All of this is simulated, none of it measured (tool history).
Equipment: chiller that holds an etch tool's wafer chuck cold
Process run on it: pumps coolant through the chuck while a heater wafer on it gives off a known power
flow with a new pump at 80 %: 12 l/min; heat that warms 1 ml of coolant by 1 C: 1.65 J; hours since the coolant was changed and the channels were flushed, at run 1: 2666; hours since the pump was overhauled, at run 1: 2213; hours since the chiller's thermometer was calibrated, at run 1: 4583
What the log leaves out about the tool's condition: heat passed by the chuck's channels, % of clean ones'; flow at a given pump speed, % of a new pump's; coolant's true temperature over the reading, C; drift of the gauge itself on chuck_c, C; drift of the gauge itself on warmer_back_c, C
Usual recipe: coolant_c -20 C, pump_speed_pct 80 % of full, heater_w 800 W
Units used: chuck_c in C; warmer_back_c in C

run	hour	coolant_c	pump_speed_pct	heater_w	hours since the coolant was changed and the channels were flushed	hours since the pump was overhauled	hours since the chiller's thermometer was calibrated	chuck_c	warmer_back_c
1	0	-20	80	800	2666	2213	4583	-13.4	2.43
2	34.1	-20	80	800	2700	2247	4617	-13.5	2.37
3	85.6	-20	80	800	2751	2298	4669	-13.7	2.4
4	134	-20	80	800	2800	2347	4717	-13.6	2.48
5	187.5	-20	60	800	2853	2400	4770	-12	3.34
6	219.9	-20	60	800	2886	2433	4803	-11.9	3.35
7	256	-20	60	800	2922	2469	4839	-11.8	3.41
8	292.9	-20	60	800	2959	2506	4876	-12	3.41
9	335	-20	60	800	3001	2548	4918	-11.7	3.37
10	381.5	-20	60	800	3047	2594	4964	-11.9	3.41
11	409.8	-20	85	800	3075	2622	4993	-13.8	2.41
12	464.4	-20	80	800	3130	2677	5047	-13.6	2.56
13	496.7	-20	80	800	3162	2709	5080	-13.4	2.61
14	529.4	-20	80	800	3195	2742	5112	-13.5	2.57
15	559.4	-20	80	800	3225	2772	5142	-13.5	2.6
16	589	-20	80	778	3255	2802	5172	-13.7	2.53
17	641.6	-22	78	625	3307	2854	5225	-16.9	2.09
18	668.1	-22	78	625	3334	2881	5251	-16.8	2.14
19	720.7	-20	62	800	3386	2933	5304	-12.2	3.42
20	755.2	-27	75	1093	3421	2968	5338	-17.8	3.79
21	808.3	-21	76	987	3474	3021	5391	-12.8	3.41
22	849.7	-21	76	987	3515	3062	5433	-12.9	3.46
23	874.9	-21	85	529	3541	3088	5458	-16.9	1.7
24	926.3	-21	68	788	3592	3139	5509	-13.8	3.13
25	957.9	-18	80	800	3624	3171	5541	-11.6	2.71
26	983.6	-18	80	470	3649	3196	5567	-14.2	1.67
27	1027.5	-30	80	542	3693	3240	5610	-25.6	1.91
28	1071.6	-30	80	542	3737	3284	5655	-25.9	1.95
29	1102.2	-15	95	857	3768	3315	5685	-9	2.49
# hour 1131.9: chiller's thermometer calibrated
30	1155.5	-15	64	857	3820	3367	24	-6.8	3.58
# hour 1182.3: coolant changed, channels flushed
31	1208.5	-20	80	638	26	3414	71	-14.9	2.3

Hidden condition of the tool, last listed run before each entry between runs versus first listed run after:
In the gap between runs 29 and 30: chiller's thermometer calibrated (hour 1131.9)
  coolant's true temperature over the reading, C: -0.04 -> 0; drift of the gauge itself on warmer_back_c, C: 0.3 -> 0.32
  measured less the result without the state, warmer_back_c: +0.31 -> +0.32 C
In the gap between runs 30 and 31: coolant changed, channels flushed (hour 1182.3)
  heat passed by the chuck's channels, % of clean ones': 99.4 -> 100; drift of the gauge itself on warmer_back_c, C: 0.32 -> 0.33
  measured less the result without the state, warmer_back_c: +0.32 -> +0.33 C

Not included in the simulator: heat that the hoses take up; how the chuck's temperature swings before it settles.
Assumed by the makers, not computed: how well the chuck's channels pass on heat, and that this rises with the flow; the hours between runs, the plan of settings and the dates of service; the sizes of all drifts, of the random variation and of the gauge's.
